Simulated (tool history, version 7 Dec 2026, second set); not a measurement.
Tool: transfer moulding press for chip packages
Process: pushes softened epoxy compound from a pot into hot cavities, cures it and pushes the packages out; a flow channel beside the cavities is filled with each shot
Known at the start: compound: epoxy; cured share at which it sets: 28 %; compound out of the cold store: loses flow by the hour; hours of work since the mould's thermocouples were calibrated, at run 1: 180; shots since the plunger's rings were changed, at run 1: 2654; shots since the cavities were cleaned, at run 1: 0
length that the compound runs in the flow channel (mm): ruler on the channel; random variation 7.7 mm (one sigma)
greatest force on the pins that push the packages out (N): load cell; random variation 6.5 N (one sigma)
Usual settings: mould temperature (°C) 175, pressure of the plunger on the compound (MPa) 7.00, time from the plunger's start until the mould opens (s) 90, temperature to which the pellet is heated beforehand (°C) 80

run	hour	mould temperature (°C)	pressure of the plunger on the compound (MPa)	time from the plunger's start until the mould opens (s)	temperature to which the pellet is heated beforehand (°C)	hours of work since the mould's thermocouples were calibrated	shots since the plunger's rings were changed	shots since the cavities were cleaned	incoming compound's hours out of the cold store	length that the compound runs in the flow channel (mm)	greatest force on the pins that push the packages out (N)
1	0.0	175	7.00	90	80	180	2654	0	27.5	890	273
2	13.5	175	7.00	90	80	190	2845	191	25.8	894	328
3	24.7	175	7.00	90	80	198	3005	351	24.8	899	392
4	38.4	175	7.00	90	80	208	3200	546	45.6	815	406
5	47.3	175	7.00	90	80	214	3326	672	11.7	963	451
# hour 50.8: cavities cleaned with cleaning compound and waxed
6	59.2	175	7.00	90	80	221	3473	119	19.6	918	322
7	70.3	175	7.00	90	80	229	3630	276	26.3	881	354
8	77.8	175	7.00	90	78	235	3737	383	21.0	906	368
9	84.9	175	7.00	90	78	240	3838	484	43.0	807	373
10	91.7	175	7.00	92	80	245	3934	580	45.2	814	398
11	97.3	175	7.00	92	80	249	4014	660	10.9	952	422
# hour 102.2: cavities cleaned with cleaning compound and waxed
12	109.7	175	7.00	92	80	256	4168	107	38.2	841	310
13	116.1	175	7.00	92	80	261	4258	197	36.0	841	316
14	122.5	175	7.00	92	80	265	4349	288	12.3	932	365
# hour 137.5: plunger's sealing rings changed
15	138.0	171	7.61	129	82	275	8	474	9.1	1066	357
16	150.0	170	7.68	88	80	283	177	643	38.5	943	581
# hour 155.6: cavities cleaned with cleaning compound and waxed
17	158.9	170	7.68	88	80	288	282	47	39.9	931	403
18	170.6	170	7.68	120	80	297	448	213	35.9	950	319
# hour 173.2: mould's thermocouples calibrated
19	185.6	183	7.42	108	79	9	632	397	40.9	861	325
20	194.3	183	7.42	80	77	15	755	520	11.6	967	366
21	201.9	183	7.42	80	77	20	864	629	25.7	912	367
# hour 208.3: cavities cleaned with cleaning compound and waxed
22	214.0	179	8.09	80	72	28	1015	81	25.3	987	286
23	223.5	179	8.09	80	72	35	1149	215	15.2	1018	338
24	232.7	177	8.09	121	75	41	1279	345	36.6	932	305
# hour 236.2: mould's thermocouples calibrated, once more
25	244.9	177	8.09	121	75	6	1424	490	21.6	967	330
26	252.6	174	7.91	122	83	12	1533	599	11.2	1038	340
# hour 261.2: cavities cleaned with cleaning compound and waxed
27	266.8	174	6.63	71	85	21	1713	78	44.3	807	426

3 ways to go on from here, each from the tool as it stands after run 27. What would each give?
A	273.0	174	6.63	85	85	25	1801	166	9.4	?	?
B	273.0	174	7.00	90	74	25	1801	166	38.0	?	?
C	273.0	175	7.35	108	81	25	1801	166	12.4	?	?

run	length that the compound runs in the flow channel (mm)	greatest force on the pins that push the packages out (N)
A	949	354
B	850	322
C	974	280
Without the tool's hidden state the same runs would have given:
run	length that the compound runs in the flow channel (mm)	greatest force on the pins that push the packages out (N)
A	973	298
B	871	270
C	998	233

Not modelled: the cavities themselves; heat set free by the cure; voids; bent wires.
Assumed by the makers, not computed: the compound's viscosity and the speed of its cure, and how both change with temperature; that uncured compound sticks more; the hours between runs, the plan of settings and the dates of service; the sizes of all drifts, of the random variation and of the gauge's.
